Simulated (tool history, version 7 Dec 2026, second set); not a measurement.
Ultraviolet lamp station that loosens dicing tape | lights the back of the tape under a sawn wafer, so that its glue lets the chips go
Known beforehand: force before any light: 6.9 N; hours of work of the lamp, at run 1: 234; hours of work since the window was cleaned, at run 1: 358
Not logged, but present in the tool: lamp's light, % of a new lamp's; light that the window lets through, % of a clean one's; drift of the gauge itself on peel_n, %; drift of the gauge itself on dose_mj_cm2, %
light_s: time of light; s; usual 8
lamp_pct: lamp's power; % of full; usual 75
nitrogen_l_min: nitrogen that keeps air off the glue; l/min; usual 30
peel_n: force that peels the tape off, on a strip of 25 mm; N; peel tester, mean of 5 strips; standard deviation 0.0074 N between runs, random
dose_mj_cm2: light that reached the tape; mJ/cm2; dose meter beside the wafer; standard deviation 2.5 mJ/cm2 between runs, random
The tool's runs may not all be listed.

run	hour	light_s	lamp_pct	nitrogen_l_min	hours of work of the lamp	hours of work since the window was cleaned	peel_n	dose_mj_cm2
1	0.0	8	75	30	234	358	0.370	242
2	10.9	8	75	30	241	364	0.369	236
3	19.0	8	75	30	245	369	0.364	240
4	27.7	8	75	30	250	374	0.375	240
5	37.0	8	93	30	256	379	0.249	297
6	51.5	8	93	30	264	388	0.259	298
7	62.4	5	75	30	271	394	0.936	148
8	73.8	5	75	45	277	401	0.712	145
9	84.9	5	75	45	284	407	0.717	144
10	99.9	5	75	45	292	416	0.682	145
11	114.4	5	75	45	301	424	0.721	147
12	129.4	8	75	30	310	433	0.384	234
13	145.0	12	75	30	319	442	0.195	346
14	160.3	8	75	30	328	451	0.382	234
15	168.4	8	75	30	332	456	0.393	230
16	180.3	4	75	10	339	463	2.457	120
17	192.4	4	60	12	346	470	2.765	93
18	202.8	13	60	13	352	476	0.485	295
19	211.1	8	60	11	357	481	1.286	184
20	224.5	8	60	11	365	489	1.329	180
21	232.3	8	60	11	369	493	1.339	183
22	243.6	6	73	33	376	500	0.671	164
23	251.7	13	71	18	381	504	0.274	345
24	267.2	13	71	18	390	513	0.284	338
25	281.7	8	88	30	398	522	0.320	260
26	292.6	8	88	22	405	528	0.393	265
27	301.2	13	66	30	410	533	0.236	317
28	310.2	13	71	16	415	538	0.312	340
29	323.5	6	72	35	423	546	0.721	159

Had the tool no unlogged condition, and each run kept its random variation, what would the results have been?
run	peel_n	dose_mj_cm2
1	0.279	286
2	0.276	279
3	0.269	285
4	0.281	286
5	0.202	354
6	0.210	357
7	0.663	178
8	0.497	175
9	0.497	175
10	0.466	177
11	0.489	178
12	0.268	287
13	0.168	426
14	0.265	288
15	0.269	284
16	1.934	147
17	2.237	116
18	0.321	369
19	0.883	230
20	0.909	227
21	0.913	230
22	0.424	207
23	0.207	436
24	0.213	431
25	0.227	332
26	0.259	338
27	0.192	406
28	0.221	438
29	0.439	206
